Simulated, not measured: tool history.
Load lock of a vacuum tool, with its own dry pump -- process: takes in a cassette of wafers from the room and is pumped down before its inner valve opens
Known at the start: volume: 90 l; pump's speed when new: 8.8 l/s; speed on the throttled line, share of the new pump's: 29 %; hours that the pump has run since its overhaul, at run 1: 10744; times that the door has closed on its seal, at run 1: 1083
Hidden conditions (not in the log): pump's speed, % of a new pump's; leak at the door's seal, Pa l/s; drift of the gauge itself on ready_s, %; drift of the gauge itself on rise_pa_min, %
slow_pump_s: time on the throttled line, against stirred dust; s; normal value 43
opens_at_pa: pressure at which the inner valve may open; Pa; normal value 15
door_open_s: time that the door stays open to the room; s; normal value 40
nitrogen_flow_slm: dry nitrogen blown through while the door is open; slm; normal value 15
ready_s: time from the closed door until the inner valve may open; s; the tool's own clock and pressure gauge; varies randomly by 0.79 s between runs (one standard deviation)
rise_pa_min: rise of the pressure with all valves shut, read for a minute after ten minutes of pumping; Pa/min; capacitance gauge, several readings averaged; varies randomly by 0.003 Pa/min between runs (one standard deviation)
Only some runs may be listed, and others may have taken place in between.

| run | hour | slow_pump_s | opens_at_pa | door_open_s | nitrogen_flow_slm | hours that the pump has run since its overhaul | times that the door has closed on its seal | incoming humidity of the room's air, % | ready_s | rise_pa_min |
|---|---|---|---|---|---|---|---|---|---|---|
| 1 | 0 | 43 | 15 | 40 | 15 | 10744 | 1083 | 43.9 | 121.6 | 0.028 |
| 2 | 45.7 | 43 | 15 | 40 | 15 | 10789 | 1148 | 43.5 | 121.1 | 0.027 |
| 3 | 89.9 | 43 | 15 | 40 | 15 | 10833 | 1211 | 48.9 | 121.2 | 0.029 |
| 4 | 175.4 | 43 | 15 | 40 | 15 | 10919 | 1331 | 44 | 122 | 0.028 |
| 5 | 262.1 | 43 | 15 | 40 | 15 | 11006 | 1454 | 45.7 | 120.3 | 0.026 |
| 6 | 348.2 | 43 | 15 | 40 | 15 | 11092 | 1576 | 46.8 | 120 | 0.03 |
| 7 | 436.6 | 43 | 15 | 40 | 15 | 11180 | 1701 | 46.6 | 121.4 | 0.029 |
| 8 | 496.9 | 43 | 11 | 40 | 15 | 11240 | 1786 | 43.4 | 125.6 | 0.027 |
| 9 | 551.4 | 43 | 11 | 40 | 15 | 11295 | 1863 | 43.5 | 123.7 | 0.027 |
| 10 | 608 | 43 | 11 | 40 | 15 | 11351 | 1943 | 43.4 | 123.5 | 0.032 |
| 11 | 655.7 | 43 | 15 | 40 | 15 | 11399 | 2010 | 47.6 | 121.3 | 0.028 |
| 12 | 718.7 | 43 | 15 | 40 | 15 | 11462 | 2100 | 47.9 | 120.4 | 0.031 |
| 13 | 789.5 | 43 | 15 | 40 | 15 | 11533 | 2200 | 49.2 | 123 | 0.033 |
| 14 | 855.5 | 43 | 15 | 40 | 15 | 11599 | 2293 | 43.7 | 121.7 | 0.027 |
| 15 | 904.9 | 43 | 15 | 40 | 15 | 11648 | 2363 | 46.8 | 121.9 | 0.028 |
| 16 | 973.6 | 43 | 15 | 40 | 15 | 11717 | 2460 | 42.8 | 121.2 | 0.023 |
| 17 | 1023.7 | 43 | 15 | 118 | 15 | 11767 | 2531 | 44.9 | 121.8 | 0.066 |
| 18 | 1069.9 | 43 | 21 | 69 | 15 | 11813 | 2596 | 44.5 | 118.4 | 0.045 |
| 19 | 1156.8 | 28 | 12 | 26 | 38 | 11900 | 2719 | 43.5 | 112.7 | 0.013 |
| 20 | 1219.7 | 43 | 11 | 107 | 15 | 11963 | 2808 | 42.1 | 123.7 | 0.05 |
| 21 | 1307.7 | 53 | 15 | 40 | 16 | 12051 | 2932 | 40.8 | 128.4 | 0.026 |
| 22 | 1387.4 | 28 | 14 | 43 | 13 | 12131 | 3045 | 47.2 | 110 | 0.035 |
| 23 | 1465.6 | 65 | 26 | 84 | 8 | 12209 | 3155 | 44.5 | 132.3 | 0.06 |
| 24 | 1554.3 | 35 | 17 | 211 | 16 | 12298 | 3281 | 49.7 | 114.8 | 0.111 |
| 25 | 1651.9 | 35 | 17 | 211 | 16 | 12395 | 3419 | 45.8 | 114.5 | 0.102 |
| 26 | 1719.4 | 35 | 17 | 211 | 16 | 12463 | 3514 | 45.1 | 114.4 | 0.104 |
| 27 | 1809.8 | 43 | 15 | 130 | 35 | 12553 | 3642 | 41.4 | 121.2 | 0.049 |
| 28 | 1904.9 | 52 | 29 | 78 | 15 | 12648 | 3776 | 48.6 | 119.5 | 0.052 |
| 29 | 1961.3 | 52 | 29 | 78 | 15 | 12705 | 3856 | 46.2 | 121.9 | 0.05 |
| 30 | 2050.5 | 43 | 24 | 45 | 6 | 12794 | 3982 | 42 | 116.7 | 0.035 |
| 31 | 2125.9 | 45 | 24 | 38 | 29 | 12869 | 4089 | 43.6 | 117.7 | 0.019 |
| 32 | 2173.8 | 45 | 24 | 38 | 29 | 12917 | 4157 | 45.4 | 117.3 | 0.023 |
| 33 | 2227.7 | 48 | 10 | 38 | 29 | 12971 | 4233 | 48.5 | 128.6 | 0.023 |
| 34 | 2286.2 | 29 | 15 | 40 | 15 | 13030 | 4316 | 45 | 110.8 | 0.032 |

Branching from run 34: 4 alternative next runs. What would each branch give?
| A | 2352.6 | 33 | 11 | 40 | 15 | 13096 | 4409 | 42.2 | ? | ? |
| B | 2352.6 | 23 | 23 | 47 | 15 | 13096 | 4409 | 45.1 | ? | ? |
| C | 2352.6 | 29 | 15 | 40 | 25 | 13096 | 4409 | 43.6 | ? | ? |
| D | 2352.6 | 51 | 24 | 40 | 6 | 13096 | 4409 | 46 | ? | ? |

| run | ready_s | rise_pa_min |
|---|---|---|
| A | 116.5 | 0.028 |
| B | 103.6 | 0.031 |
| C | 109.7 | 0.019 |
| D | 120.8 | 0.039 |
Stripped of hidden state, with their random variation kept, the same runs would have yielded:
| run | ready_s | rise_pa_min |
|---|---|---|
| A | 116.5 | 0.028 |
| B | 103.5 | 0.031 |
| C | 109.6 | 0.019 |
| D | 120.7 | 0.039 |
